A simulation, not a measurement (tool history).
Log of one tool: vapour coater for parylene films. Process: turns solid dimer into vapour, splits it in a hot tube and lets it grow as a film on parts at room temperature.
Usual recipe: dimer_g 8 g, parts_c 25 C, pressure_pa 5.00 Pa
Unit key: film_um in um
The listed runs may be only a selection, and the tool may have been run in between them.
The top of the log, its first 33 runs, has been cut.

{"run": 34, "day": 51.125, "dimer_g": 6, "parts_c": 31, "pressure_pa": 2.99, "film_um": 1.81}
{"run": 35, "day": 52.288, "dimer_g": 6, "parts_c": 25, "pressure_pa": 5.0, "film_um": 1.87}
{"run": 36, "day": 54.396, "dimer_g": 6, "parts_c": 25, "pressure_pa": 5.0, "film_um": 1.83}
{"run": 37, "day": 56.292, "dimer_g": 6, "parts_c": 25, "pressure_pa": 5.0, "film_um": 1.82}
{"run": 38, "day": 57.412, "dimer_g": 6, "parts_c": 25, "pressure_pa": 5.0, "film_um": 1.82}
{"run": 39, "day": 58.346, "dimer_g": 6, "parts_c": 25, "pressure_pa": 5.0, "film_um": 1.83}
{"run": 40, "day": 60.346, "dimer_g": 7, "parts_c": 29, "pressure_pa": 7.33, "film_um": 1.85}
{"run": 41, "day": 62.154, "dimer_g": 8, "parts_c": 24, "pressure_pa": 8.35, "film_um": 2.26}
{"run": 42, "day": 63.229, "dimer_g": 8, "parts_c": 24, "pressure_pa": 8.35, "film_um": 2.26}
{"run": 43, "day": 65.292, "dimer_g": 8, "parts_c": 24, "pressure_pa": 8.35, "film_um": 2.23}
{"day": 66.367, "done": "trap's valve overhauled"}
{"run": 44, "day": 66.479, "dimer_g": 6, "parts_c": 24, "pressure_pa": 7.52, "film_um": 1.87}
{"run": 45, "day": 67.646, "dimer_g": 6, "parts_c": 26, "pressure_pa": 9.07, "film_um": 1.74}
{"run": 46, "day": 69.596, "dimer_g": 6, "parts_c": 23, "pressure_pa": 9.07, "film_um": 1.86}
{"run": 47, "day": 70.683, "dimer_g": 6, "parts_c": 23, "pressure_pa": 9.07, "film_um": 1.78}

Consider 3 possible next runs. They are alternatives, not a sequence: every one starts from the tool as it was left by run 47. What does each give?
{"run": "A", "day": 71.675, "dimer_g": 8, "parts_c": 21, "pressure_pa": 3.54, "film_um": "?"}
{"run": "B", "day": 71.675, "dimer_g": 6, "parts_c": 20, "pressure_pa": 3.4, "film_um": "?"}
{"run": "C", "day": 71.675, "dimer_g": 8, "parts_c": 22, "pressure_pa": 5.0, "film_um": "?"}

run=A film_um=2.83
run=B film_um=2.15
run=C film_um=2.66
Stripped of hidden state, with their random variation kept, the same runs would have yielded:
run=A film_um=2.93
run=B film_um=2.23
run=C film_um=2.76
